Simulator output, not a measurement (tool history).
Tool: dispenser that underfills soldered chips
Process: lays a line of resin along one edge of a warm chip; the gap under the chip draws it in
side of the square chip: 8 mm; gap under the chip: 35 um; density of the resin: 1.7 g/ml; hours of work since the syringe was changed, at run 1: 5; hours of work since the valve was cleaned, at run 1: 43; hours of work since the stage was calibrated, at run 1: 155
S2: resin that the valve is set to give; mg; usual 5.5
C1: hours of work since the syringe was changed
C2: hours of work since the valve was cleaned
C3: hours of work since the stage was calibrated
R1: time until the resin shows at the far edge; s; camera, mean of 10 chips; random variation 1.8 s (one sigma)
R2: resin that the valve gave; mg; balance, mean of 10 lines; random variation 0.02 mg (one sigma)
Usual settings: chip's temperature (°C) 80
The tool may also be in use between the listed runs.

{"run": 1, "hour": 0.0, "chip's temperature (°C)": 80, "S2": 5.5, "C1": 5, "C2": 43, "C3": 155, "R1": 291.4, "R2": 5.34}
{"hour": 3.1, "done": "new syringe of resin"}
{"run": 2, "hour": 6.6, "chip's temperature (°C)": 75, "S2": 5.5, "C1": 3, "C2": 48, "C3": 160, "R1": 285.6, "R2": 5.35}
{"hour": 12.7, "done": "new syringe of resin"}
{"run": 3, "hour": 12.7, "chip's temperature (°C)": 75, "S2": 5.5, "C1": 0, "C2": 52, "C3": 164, "R1": 227.8, "R2": 5.32}
{"run": 4, "hour": 16.3, "chip's temperature (°C)": 75, "S2": 5.5, "C1": 3, "C2": 55, "C3": 167, "R1": 289.4, "R2": 5.34}
{"run": 5, "hour": 19.9, "chip's temperature (°C)": 75, "S2": 5.5, "C1": 6, "C2": 58, "C3": 170, "R1": 370.5, "R2": 5.29}
{"hour": 22.5, "done": "new syringe of resin"}
{"run": 6, "hour": 24.0, "chip's temperature (°C)": 75, "S2": 5.5, "C1": 1, "C2": 61, "C3": 173, "R1": 251.6, "R2": 5.3}
{"hour": 26.1, "done": "dispensing valve cleaned and set on the balance"}
{"run": 7, "hour": 28.5, "chip's temperature (°C)": 75, "S2": 4.73, "C1": 4, "C2": 2, "C3": 176, "R1": 332.9, "R2": 4.73}
{"run": 8, "hour": 32.3, "chip's temperature (°C)": 75, "S2": 4.73, "C1": 7, "C2": 5, "C3": 179, "R1": 422.2, "R2": 4.73}
{"hour": 33.3, "done": "new syringe of resin"}
{"run": 9, "hour": 38.5, "chip's temperature (°C)": 75, "S2": 4.73, "C1": 4, "C2": 9, "C3": 183, "R1": 337.4, "R2": 4.7}
{"hour": 42.8, "done": "new syringe of resin"}
{"run": 10, "hour": 44.5, "chip's temperature (°C)": 75, "S2": 4.73, "C1": 1, "C2": 14, "C3": 188, "R1": 263, "R2": 4.69}

4 ways to go on from here, each from the tool as it stands after run 10. What would each give?
{"run": "A", "hour": 48.3, "chip's temperature (°C)": 73, "S2": 5.62, "C1": 4, "C2": 17, "C3": 191, "R1": "?", "R2": "?"}
{"run": "B", "hour": 48.3, "chip's temperature (°C)": 70, "S2": 4.98, "C1": 4, "C2": 17, "C3": 191, "R1": "?", "R2": "?"}
{"run": "C", "hour": 48.3, "chip's temperature (°C)": 86, "S2": 6.39, "C1": 4, "C2": 17, "C3": 191, "R1": "?", "R2": "?"}
{"run": "D", "hour": 48.3, "chip's temperature (°C)": 75, "S2": 5.51, "C1": 4, "C2": 17, "C3": 191, "R1": "?", "R2": "?"}

run=A R1=355.3 R2=5.56
run=B R1=410.5 R2=4.97
run=C R1=216 R2=6.34
run=D R1=327.6 R2=5.46
Without the tool's hidden state the same runs would have given:
run=A R1=231.3 R2=5.61
run=B R1=266.8 R2=5.01
run=C R1=141.3 R2=6.4
run=D R1=213.4 R2=5.51
